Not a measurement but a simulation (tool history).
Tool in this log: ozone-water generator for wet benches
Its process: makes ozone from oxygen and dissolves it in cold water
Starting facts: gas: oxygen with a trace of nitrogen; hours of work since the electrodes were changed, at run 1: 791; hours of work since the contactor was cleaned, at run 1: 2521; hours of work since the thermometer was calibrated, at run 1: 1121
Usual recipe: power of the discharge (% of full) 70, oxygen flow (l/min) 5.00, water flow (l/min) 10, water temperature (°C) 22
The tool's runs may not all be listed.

| run | hour | power of the discharge (% of full) | oxygen flow (l/min) | water flow (l/min) | water temperature (°C) | hours of work since the electrodes were changed | hours of work since the contactor was cleaned | hours of work since the thermometer was calibrated | dissolved ozone (ppm) | ozone in the gas ahead of the water (g/m3) |
|---|---|---|---|---|---|---|---|---|---|---|
| 1 | 0.0 | 70 | 5.00 | 10 | 22 | 791 | 2521 | 1121 | 19.5 | 138.4 |
| 2 | 91.6 | 70 | 5.00 | 10 | 22 | 846 | 2576 | 1176 | 19.2 | 138.7 |
| 3 | 176.8 | 70 | 5.00 | 10 | 22 | 897 | 2627 | 1227 | 19.2 | 139.4 |
| 4 | 236.7 | 70 | 5.00 | 10 | 22 | 933 | 2663 | 1263 | 18.8 | 139.6 |
| 5 | 286.1 | 50 | 5.00 | 10 | 22 | 963 | 2692 | 1293 | 14.4 | 105.6 |
| 6 | 364.0 | 50 | 5.00 | 10 | 22 | 1009 | 2739 | 1339 | 14.4 | 104.1 |
| 7 | 444.6 | 50 | 5.00 | 10 | 22 | 1058 | 2788 | 1388 | 14.2 | 104.7 |
| 8 | 524.1 | 50 | 5.00 | 10 | 22 | 1106 | 2835 | 1436 | 14.4 | 103.4 |
| 9 | 598.2 | 70 | 5.00 | 15 | 22 | 1150 | 2880 | 1480 | 14.0 | 136.2 |
| 10 | 657.4 | 70 | 5.00 | 10 | 22 | 1186 | 2915 | 1516 | 18.6 | 136.5 |
| 11 | 719.3 | 70 | 5.00 | 10 | 22 | 1223 | 2952 | 1553 | 18.3 | 138.2 |
| 12 | 776.0 | 70 | 5.00 | 10 | 22 | 1257 | 2986 | 1587 | 18.6 | 136.4 |
| 13 | 843.7 | 70 | 5.00 | 10 | 18 | 1297 | 3027 | 1627 | 20.1 | 135.6 |
| 14 | 904.7 | 70 | 5.00 | 10 | 18 | 1334 | 3064 | 1664 | 19.9 | 134.5 |
| 15 | 950.2 | 70 | 5.00 | 10 | 18 | 1361 | 3091 | 1691 | 19.6 | 137.3 |
| 16 | 999.1 | 70 | 5.00 | 10 | 18 | 1391 | 3120 | 1721 | 19.9 | 136.0 |
| 17 | 1040.0 | 54 | 4.85 | 10 | 18 | 1415 | 3145 | 1745 | 16.2 | 110.4 |

Estimate the outcome of run 18 from the log above:
| 18 | 1083.9 | 70 | 5.00 | 9 | 27 | 1441 | 3171 | 1772 | ? | ? |

Logged for run 18: dissolved ozone (ppm) 17.3, ozone in the gas ahead of the water (g/m3) 134.6.
If the tool had no hidden condition, the same run with the same run-to-run variation would have returned dissolved ozone (ppm) 19.6, ozone in the gas ahead of the water (g/m3) 145.3.
